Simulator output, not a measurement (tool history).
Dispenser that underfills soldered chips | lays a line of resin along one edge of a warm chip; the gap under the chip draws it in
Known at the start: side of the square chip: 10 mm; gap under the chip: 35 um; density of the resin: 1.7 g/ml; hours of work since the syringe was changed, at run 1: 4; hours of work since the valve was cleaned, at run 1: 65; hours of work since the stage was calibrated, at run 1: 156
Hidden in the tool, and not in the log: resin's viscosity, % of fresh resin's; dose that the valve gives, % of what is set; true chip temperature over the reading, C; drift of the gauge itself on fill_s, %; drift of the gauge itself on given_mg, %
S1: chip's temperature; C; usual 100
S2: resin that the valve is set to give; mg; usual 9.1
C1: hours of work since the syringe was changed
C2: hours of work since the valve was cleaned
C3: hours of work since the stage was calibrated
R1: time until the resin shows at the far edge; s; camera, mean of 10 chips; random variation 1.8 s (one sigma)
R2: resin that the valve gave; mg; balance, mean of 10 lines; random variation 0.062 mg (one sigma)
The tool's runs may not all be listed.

run 1 hour=0 | S1=100 S2=9.1 | C1=4 C2=65 C3=156 | R1=246.1 R2=8.83
-- hour=7.5 new syringe of resin
run 2 hour=11.1 | S1=100 S2=9.1 | C1=2 C2=71 C3=163 | R1=215.4 R2=8.85
run 3 hour=18.5 | S1=100 S2=9.1 | C1=7 C2=76 C3=167 | R1=310.1 R2=8.76
-- hour=20.9 new syringe of resin
run 4 hour=26.2 | S1=100 S2=9.1 | C1=3 C2=80 C3=172 | R1=235.6 R2=8.77
run 5 hour=32.9 | S1=100 S2=9.1 | C1=7 C2=84 C3=176 | R1=333.7 R2=8.63
-- hour=34.2 new syringe of resin
run 6 hour=39 | S1=100 S2=9.1 | C1=3 C2=88 C3=179 | R1=227.8 R2=8.59
run 7 hour=44.1 | S1=100 S2=10.62 | C1=6 C2=91 C3=183 | R1=295 R2=10.1
-- hour=47.3 new syringe of resin
run 8 hour=54.9 | S1=95 S2=10.62 | C1=5 C2=97 C3=189 | R1=308.4 R2=10.03
-- hour=60.5 new syringe of resin
run 9 hour=61 | S1=106 S2=9.1 | C1=0 C2=101 C3=192 | R1=148.4 R2=8.56
-- hour=65 dispensing valve cleaned and set on the balance
run 10 hour=70.6 | S1=104 S2=9.62 | C1=5 C2=3 C3=198 | R1=251 R2=9.56
-- hour=74.5 new syringe of resin
run 11 hour=75.6 | S1=112 S2=9.62 | C1=1 C2=6 C3=200 | R1=122.7 R2=9.52
run 12 hour=86.2 | S1=113 S2=10.47 | C1=7 C2=13 C3=207 | R1=201.1 R2=10.43
-- hour=87.9 new syringe of resin
run 13 hour=93.2 | S1=107 S2=10.5 | C1=3 C2=17 C3=211 | R1=181.5 R2=10.42
run 14 hour=100.5 | S1=107 S2=10.5 | C1=8 C2=21 C3=215 | R1=268.2 R2=10.33
-- hour=101.6 new syringe of resin
run 15 hour=108.1 | S1=89 S2=10.87 | C1=4 C2=25 C3=220 | R1=372.7 R2=10.81
-- hour=114.8 new syringe of resin
run 16 hour=119.3 | S1=91 S2=9.03 | C1=3 C2=32 C3=226 | R1=317.4 R2=8.91
run 17 hour=127.2 | S1=91 S2=7.98 | C1=7 C2=37 C3=231 | R1=501.4 R2=7.83
-- hour=128.1 new syringe of resin
run 18 hour=138.7 | S1=91 S2=7.98 | C1=6 C2=44 C3=238 | R1=453 R2=7.84

3 ways to go on from here, each from the tool as it stands after run 18. What would each give?
-- hour=141.4 new syringe of resin
run A hour=143.7 | S1=97 S2=7.98 | C1=1 C2=46 C3=241 | R1=? R2=?
-- hour=141.4 new syringe of resin
run B hour=143.7 | S1=87 S2=9.11 | C1=1 C2=46 C3=241 | R1=? R2=?
-- hour=141.4 new syringe of resin
run C hour=143.7 | S1=98 S2=7.98 | C1=1 C2=46 C3=241 | R1=? R2=?

run=A R1=237.3 R2=7.81
run=B R1=334.5 R2=8.76
run=C R1=224.6 R2=7.8
Without the tool's hidden state the same runs would have given:
run=A R1=200.6 R2=8.01
run=B R1=283.2 R2=8.98
run=C R1=190 R2=7.99
